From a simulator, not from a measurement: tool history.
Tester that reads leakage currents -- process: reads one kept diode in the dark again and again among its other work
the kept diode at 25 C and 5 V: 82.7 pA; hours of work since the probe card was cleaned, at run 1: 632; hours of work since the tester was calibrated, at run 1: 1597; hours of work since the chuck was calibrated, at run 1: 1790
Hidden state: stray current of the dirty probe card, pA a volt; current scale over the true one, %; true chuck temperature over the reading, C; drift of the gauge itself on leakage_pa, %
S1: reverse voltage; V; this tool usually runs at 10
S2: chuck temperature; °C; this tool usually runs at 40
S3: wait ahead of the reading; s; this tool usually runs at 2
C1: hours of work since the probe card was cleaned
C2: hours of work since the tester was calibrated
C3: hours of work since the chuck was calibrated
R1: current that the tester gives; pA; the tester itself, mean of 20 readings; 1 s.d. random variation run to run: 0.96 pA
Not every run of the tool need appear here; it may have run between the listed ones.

| run | day | S1 | S2 | S3 | C1 | C2 | C3 | R1 |
|---|---|---|---|---|---|---|---|---|
| 1 | 0 | 10 | 40 | 2 | 632 | 1597 | 1790 | 337.84 |
| 2 | 3.258 | 10 | 40 | 2 | 683 | 1647 | 1840 | 339.6 |
| 3 | 7.65 | 10 | 40 | 2 | 750 | 1715 | 1908 | 342.11 |
| 4 | 9.896 | 2.9 | 40 | 2 | 785 | 1750 | 1943 | 195.2 |
|  | 12.108 | chuck's temperature calibrated |
| 5 | 14.446 | 2.9 | 40 | 2 | 854 | 1819 | 36 | 183.49 |
| 6 | 19.017 | 2.9 | 40 | 2 | 925 | 1889 | 107 | 183.6 |
| 7 | 21.575 | 2.9 | 40 | 2 | 964 | 1929 | 146 | 185.26 |
| 8 | 25.658 | 2.9 | 40 | 2 | 1028 | 1992 | 210 | 184.42 |
| 9 | 28.017 | 16.2 | 40 | 2 | 1064 | 2029 | 246 | 406.48 |
| 10 | 29.992 | 10 | 40 | 2 | 1094 | 2059 | 276 | 325.64 |
| 11 | 31.962 | 10 | 40 | 2 | 1125 | 2090 | 307 | 325.42 |
| 12 | 34.583 | 10 | 40 | 2 | 1165 | 2130 | 347 | 326.24 |
| 13 | 37.829 | 10 | 29 | 2 | 1216 | 2180 | 398 | 157.78 |
|  | 40.521 | tester calibrated |
| 14 | 40.688 | 10 | 29 | 2 | 1259 | 3 | 441 | 160.6 |
| 15 | 43.021 | 10 | 29 | 2 | 1295 | 39 | 477 | 161.07 |
| 16 | 44.917 | 10 | 29 | 2 | 1324 | 68 | 506 | 161.45 |
| 17 | 47.175 | 10 | 40 | 2 | 1359 | 103 | 541 | 334.48 |
| 18 | 50.683 | 10 | 40 | 1.01 | 1413 | 157 | 595 | 335.99 |
| 19 | 55.175 | 10 | 40 | 4.29 | 1483 | 227 | 665 | 336.59 |
| 20 | 57.533 | 10 | 40 | 2 | 1519 | 263 | 701 | 336.45 |
| 21 | 60.908 | 10 | 40 | 7.24 | 1571 | 315 | 753 | 337 |
| 22 | 65.2 | 3.4 | 40 | 0.44 | 1638 | 382 | 820 | 207.34 |
| 23 | 69.283 | 3.4 | 40 | 0.44 | 1701 | 445 | 883 | 207.94 |
| 24 | 72.558 | 9.6 | 32 | 1.4 | 1751 | 495 | 933 | 197.95 |
| 25 | 74.842 | 10 | 46 | 2 | 1787 | 531 | 969 | 500.01 |
| 26 | 79.158 | 1.3 | 22 | 0.62 | 1853 | 597 | 1035 | 39.33 |
| 27 | 83.05 | 2.6 | 21 | 0.48 | 1913 | 657 | 1095 | 51.32 |
| 28 | 87.217 | 2.6 | 47 | 0.48 | 1978 | 722 | 1160 | 290.57 |
| 29 | 90.221 | 2.6 | 47 | 0.48 | 2024 | 768 | 1206 | 289.95 |
| 30 | 93.562 | 4.4 | 37 | 0.45 | 2076 | 820 | 1258 | 195.38 |
| 31 | 97.858 | 15.3 | 24 | 0.8 | 2142 | 886 | 1324 | 153.41 |
| 32 | 102.129 | 4.7 | 24 | 1.36 | 2208 | 952 | 1390 | 84.48 |
| 33 | 105.025 | 10 | 40 | 5.9 | 2253 | 997 | 1435 | 347.36 |
| 34 | 108.679 | 4.8 | 40 | 2 | 2310 | 1054 | 1492 | 248.82 |
| 35 | 111.025 | 4.8 | 40 | 2 | 2346 | 1090 | 1528 | 248.27 |
| 36 | 114.117 | 4.8 | 40 | 2 | 2394 | 1138 | 1576 | 249.66 |
| 37 | 116.604 | 10.8 | 40 | 2 | 2432 | 1176 | 1614 | 366.55 |
| 38 | 118.775 | 1.4 | 60 | 1.29 | 2466 | 1210 | 1648 | 486.55 |
| 39 | 122.721 | 8 | 28 | 1.29 | 2527 | 1271 | 1709 | 146.62 |
| 40 | 126.488 | 2.6 | 21 | 1 | 2585 | 1329 | 1767 | 53.12 |
| 41 | 128.838 | 10 | 58 | 0.66 | 2621 | 1365 | 1803 | 1060.89 |

Consider 3 possible next runs. They are alternatives, not a sequence: every one starts from the tool as it was left by run 41. What does each give?
| A | 131.888 | 16.7 | 58 | 1.45 | 2668 | 1412 | 1850 | ? |
| B | 131.888 | 12.1 | 58 | 0.66 | 2668 | 1412 | 1850 | ? |
| C | 131.888 | 4.5 | 24 | 4.55 | 2668 | 1412 | 1850 | ? |

| run | R1 |
|---|---|
| A | 1338.46 |
| B | 1154.62 |
| C | 85.49 |
What these runs would have given with no unlogged condition in the tool:
| run | R1 |
|---|---|
| A | 1247.67 |
| B | 1079.58 |
| C | 73.74 |
